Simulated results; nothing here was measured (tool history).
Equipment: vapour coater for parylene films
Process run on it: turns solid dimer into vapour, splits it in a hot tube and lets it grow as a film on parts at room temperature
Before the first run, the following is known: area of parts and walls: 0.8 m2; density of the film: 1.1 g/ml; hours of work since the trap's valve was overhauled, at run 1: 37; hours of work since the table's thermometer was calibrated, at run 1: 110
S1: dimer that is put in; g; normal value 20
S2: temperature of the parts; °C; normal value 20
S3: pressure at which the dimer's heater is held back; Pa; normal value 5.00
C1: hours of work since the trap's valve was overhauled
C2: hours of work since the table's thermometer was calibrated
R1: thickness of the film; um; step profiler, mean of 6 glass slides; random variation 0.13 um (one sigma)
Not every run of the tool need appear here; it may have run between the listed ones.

run   hour  S1  S2     S3   C1   C2     R1
  1    0.0  20  20   5.00   37  110  15.56
  2   10.5  20  20   5.00   45  118  15.45
  3   19.0  20  19   5.00   51  124  16.10
  4   32.8  20  14   5.00   62  135  18.87
  5   45.5  20  14   5.00   72  145  18.64
  6   54.3  20  20   5.00   79  152  15.07
  7   65.7  20  20   5.00   88  161  15.16
  8   83.0  20  20   5.00  101  174  15.26
  9   91.8  20  20   5.00  108  181  15.07
 10  103.6  20  20   5.00  117  190  14.99
 11  116.6  20  24   5.00  127  200  13.13
 12  127.6  20  24   5.00  136  209  12.94
 13  135.1  20  20   5.00  142  215  14.76
 14  143.1  20  15   5.00  148  221  17.29
 15  158.5  15  29   5.53  160  233   8.00
 16  175.4  15  29   5.53  173  246   8.07
 17  186.7  15  29   5.53  182  255   7.99
 18  198.3  20  24   3.21  191  264  14.10
 19  210.5  12  29  10.23  200  274   5.58
 20  220.6  14  14   6.25  208  281  11.40
 21  233.9  12  20   5.00  219  292   8.52
 22  243.3  20  15   7.47  226  299  15.11
 23  257.0  20  13   4.81  237  310  17.61
 24  272.1  20  13   4.81  248  321  17.67
     281.3  -- trap's valve overhauled
 25  291.0  20  13   4.81    8  333  20.07

Branching from run 25: 4 alternative next runs. What would each branch give?
  A  303.9  34  13  4.44  18  343   ?
  B  303.9  11  20  5.00  18  343   ?
  C  303.9  20  22  9.23  18  343   ?
  D  303.9  22  20  4.61  18  343   ?

run     R1
  A  34.58
  B   8.79
  C  13.08
  D  17.77
The same runs, with their run-to-run variation unchanged, on a tool lacking any hidden condition would have given:
run     R1
  A  34.90
  B   8.87
  C  13.21
  D  17.94

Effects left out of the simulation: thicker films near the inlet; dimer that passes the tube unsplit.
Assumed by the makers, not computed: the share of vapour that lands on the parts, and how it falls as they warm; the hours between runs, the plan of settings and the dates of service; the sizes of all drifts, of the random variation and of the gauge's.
